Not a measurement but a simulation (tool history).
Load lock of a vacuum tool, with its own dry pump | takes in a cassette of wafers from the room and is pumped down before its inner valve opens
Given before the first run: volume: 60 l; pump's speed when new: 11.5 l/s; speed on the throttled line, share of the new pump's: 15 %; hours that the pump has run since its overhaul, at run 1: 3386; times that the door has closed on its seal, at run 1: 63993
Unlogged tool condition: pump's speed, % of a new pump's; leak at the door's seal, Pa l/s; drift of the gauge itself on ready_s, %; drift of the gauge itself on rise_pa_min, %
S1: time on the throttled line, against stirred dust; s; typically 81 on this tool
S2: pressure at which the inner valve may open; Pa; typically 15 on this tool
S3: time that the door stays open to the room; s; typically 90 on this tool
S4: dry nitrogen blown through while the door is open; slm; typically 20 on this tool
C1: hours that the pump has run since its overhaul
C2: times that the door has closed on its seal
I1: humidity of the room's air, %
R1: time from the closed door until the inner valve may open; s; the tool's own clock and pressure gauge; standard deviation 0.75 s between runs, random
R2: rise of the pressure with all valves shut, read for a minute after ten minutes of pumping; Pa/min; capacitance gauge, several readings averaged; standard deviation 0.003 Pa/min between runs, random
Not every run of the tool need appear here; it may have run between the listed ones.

run	hour	S1	S2	S3	S4	C1	C2	I1	R1	R2
1	0.0	81	15	90	20	3386	63993	44.4	117.1	0.431
2	367.6	81	15	90	20	3754	65633	42.6	117.7	0.444
3	856.2	74	15	90	20	4242	67813	47.8	112.0	0.480
4	1356.2	81	15	85	20	4742	70044	43.3	120.3	0.511
5	1784.4	81	15	85	20	5170	71954	43.6	120.8	0.519
6	2142.9	50	15	85	31	5529	73553	43.1	93.6	0.529

Estimate the outcome of run 7 from the log above:
7	2648.6	50	15	64	31	6035	75810	46.9	?	?

R1: 94.2 s
R2: 0.547 Pa/min
Without the tool's hidden state the same run would have given R1 88.7 s, R2 0.021 Pa/min.

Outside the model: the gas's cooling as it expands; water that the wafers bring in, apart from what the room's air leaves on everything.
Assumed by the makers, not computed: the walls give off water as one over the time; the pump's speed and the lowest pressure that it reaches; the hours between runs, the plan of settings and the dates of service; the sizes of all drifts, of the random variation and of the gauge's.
